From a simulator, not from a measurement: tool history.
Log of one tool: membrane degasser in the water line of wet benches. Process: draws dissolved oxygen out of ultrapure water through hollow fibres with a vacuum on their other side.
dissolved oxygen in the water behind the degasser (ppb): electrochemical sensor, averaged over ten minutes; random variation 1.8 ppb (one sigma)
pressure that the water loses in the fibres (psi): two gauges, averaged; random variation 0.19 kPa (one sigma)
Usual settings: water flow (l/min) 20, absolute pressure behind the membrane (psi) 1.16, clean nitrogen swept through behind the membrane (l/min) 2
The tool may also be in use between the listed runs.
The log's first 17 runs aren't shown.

| run | hour | water flow (l/min) | absolute pressure behind the membrane (psi) | clean nitrogen swept through behind the membrane (l/min) | hours since the membrane was changed | hours since the vacuum gauge was calibrated | hours since the vacuum lines were made tight | dissolved oxygen in the water behind the degasser (ppb) | pressure that the water loses in the fibres (psi) |
|---|---|---|---|---|---|---|---|---|---|
| 18 | 2545.2 | 18 | 2.003 | 4.56 | 7342 | 2940 | 4082 | 147.9 | 5.334 |
| 19 | 2662.6 | 12 | 1.092 | 5.21 | 7459 | 3057 | 4199 | 42.9 | 3.598 |
| 20 | 2852.8 | 18 | 1.517 | 0.83 | 7649 | 3247 | 4389 | 382.4 | 5.362 |
| 21 | 3064.3 | 20 | 2.521 | 2 | 7861 | 3459 | 4601 | 385.3 | 5.945 |
| 22 | 3257.6 | 16 | 2.632 | 1.7 | 8054 | 3652 | 4794 | 364.2 | 4.734 |
| 23 | 3461.5 | 31 | 2.122 | 5.4 | 8258 | 3856 | 4998 | 306.4 | 9.21 |
| 24 | 3638.6 | 31 | 2.122 | 5.4 | 8435 | 4033 | 5175 | 303.6 | 9.21 |
| 25 | 3776.1 | 20 | 2.122 | 0.92 | 8572 | 4171 | 5313 | 578.1 | 5.974 |
| 26 | 3870.6 | 20 | 2.122 | 0.92 | 8667 | 4265 | 5407 | 571.9 | 5.922 |
|  | 3966.3 | membrane cartridge changed |
| 27 | 4006.2 | 20 | 1.16 | 2.62 | 40 | 4397 | 5539 | 149.1 | 5.9 |
| 28 | 4115.6 | 20 | 1.289 | 5.99 | 149 | 4506 | 5648 | 109 | 5.951 |
| 29 | 4287.8 | 20 | 1.289 | 5.99 | 322 | 4678 | 5820 | 112.7 | 5.906 |
|  | 4389.2 | seals of the vacuum lines changed |
| 30 | 4486.1 | 20 | 1.626 | 2.58 | 518 | 4875 | 97 | 211.5 | 5.926 |
| 31 | 4689.2 | 18 | 1.067 | 5.86 | 721 | 5078 | 300 | 80.9 | 5.353 |
| 32 | 4883.2 | 18 | 2.338 | 2.18 | 915 | 5272 | 494 | 297.7 | 5.329 |

4 ways to go on from here, each from the tool as it stands after run 32. What would each give?
| A | 5024.1 | 31 | 1.16 | 2 | 1056 | 5413 | 635 | ? | ? |
| B | 5024.1 | 28 | 2.338 | 5.7 | 1056 | 5413 | 635 | ? | ? |
| C | 5024.1 | 29 | 1.858 | 2 | 1056 | 5413 | 635 | ? | ? |
| D | 5024.1 | 13 | 2.338 | 2.18 | 1056 | 5413 | 635 | ? | ? |

| run | dissolved oxygen in the water behind the degasser (ppb) | pressure that the water loses in the fibres (psi) |
|---|---|---|
| A | 318.1 | 9.171 |
| B | 273.6 | 8.396 |
| C | 430.1 | 8.559 |
| D | 210.1 | 3.823 |
Without the tool's hidden state the same runs would have given:
| run | dissolved oxygen in the water behind the degasser (ppb) | pressure that the water loses in the fibres (psi) |
|---|---|---|
| A | 317.7 | 9.169 |
| B | 273.4 | 8.393 |
| C | 429.7 | 8.557 |
| D | 209.9 | 3.823 |

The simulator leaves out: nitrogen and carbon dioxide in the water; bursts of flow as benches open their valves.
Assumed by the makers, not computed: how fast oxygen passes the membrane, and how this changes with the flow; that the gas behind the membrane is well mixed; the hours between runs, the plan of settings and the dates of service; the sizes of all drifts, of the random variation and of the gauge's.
